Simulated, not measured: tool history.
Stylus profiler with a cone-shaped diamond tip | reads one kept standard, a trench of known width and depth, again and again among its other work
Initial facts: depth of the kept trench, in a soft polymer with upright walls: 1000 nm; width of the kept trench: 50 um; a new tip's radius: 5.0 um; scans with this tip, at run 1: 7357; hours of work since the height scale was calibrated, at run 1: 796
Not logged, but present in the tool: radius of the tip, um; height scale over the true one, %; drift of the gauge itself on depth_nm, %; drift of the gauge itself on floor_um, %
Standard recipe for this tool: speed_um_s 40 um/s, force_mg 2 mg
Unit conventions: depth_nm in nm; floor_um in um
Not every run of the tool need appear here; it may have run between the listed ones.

run   hour  speed_um_s  force_mg  scans with this tip  hours of work since the height scale was calibrated  depth_nm  floor_um
  1      0          40         2                 7357                                                  796   1002.35     42.65
  2   23.1          40         2                 7467                                                  808   1002.28     42.64
  3   58.7          40      2.39                 7635                                                  827   1003.19     42.67
  4   95.8          14      2.39                 7812                                                  846   1003.29     42.82
  5  145.4          14      2.39                 8047                                                  871   1002.93      42.7
  6  179.3          85         2                 8209                                                  889   1001.96     42.28
  7  202.9          40         2                 8321                                                  901   1002.44     42.55
  8  230.2          40         2                 8451                                                  915   1002.18     42.43
  9  276.6          40      1.11                 8671                                                  939   1000.59     42.39
 10  325.9          13      0.87                 8905                                                  964   1000.05     42.58
 11  371.4          23      3.74                 9121                                                  987   1004.78      42.6
 12  394.9          71       0.7                 9233                                                 1000    999.33     41.86
 13  435.8          37      1.03                 9427                                                 1021    999.94      42.3
 14  484.8          37      1.03                 9661                                                 1046   1000.38     42.23
 15  523.6          76      2.37                 9845                                                 1066   1002.16     42.07
 16  578.4          67      0.74                10106                                                 1094    999.86     41.77

Alternative continuations, all from the tool just after run 16; predict every row:
  A  612.5          48      1.63                10267                                                 1111         ?         ?
  B  612.5          46      0.83                10267                                                 1111         ?         ?
  C  612.5          44      1.35                10267                                                 1111         ?         ?
  D  612.5          30      4.17                10267                                                 1111         ?         ?

run  depth_nm  floor_um
  A    1001.4     42.17
  B    999.47     42.02
  C   1000.36     42.13
  D   1005.06      42.4
With no hidden state in the tool, these same runs would have given:
run  depth_nm  floor_um
  A    1004.5     43.67
  B   1002.56     43.53
  C   1003.46     43.63
  D   1008.17      43.9
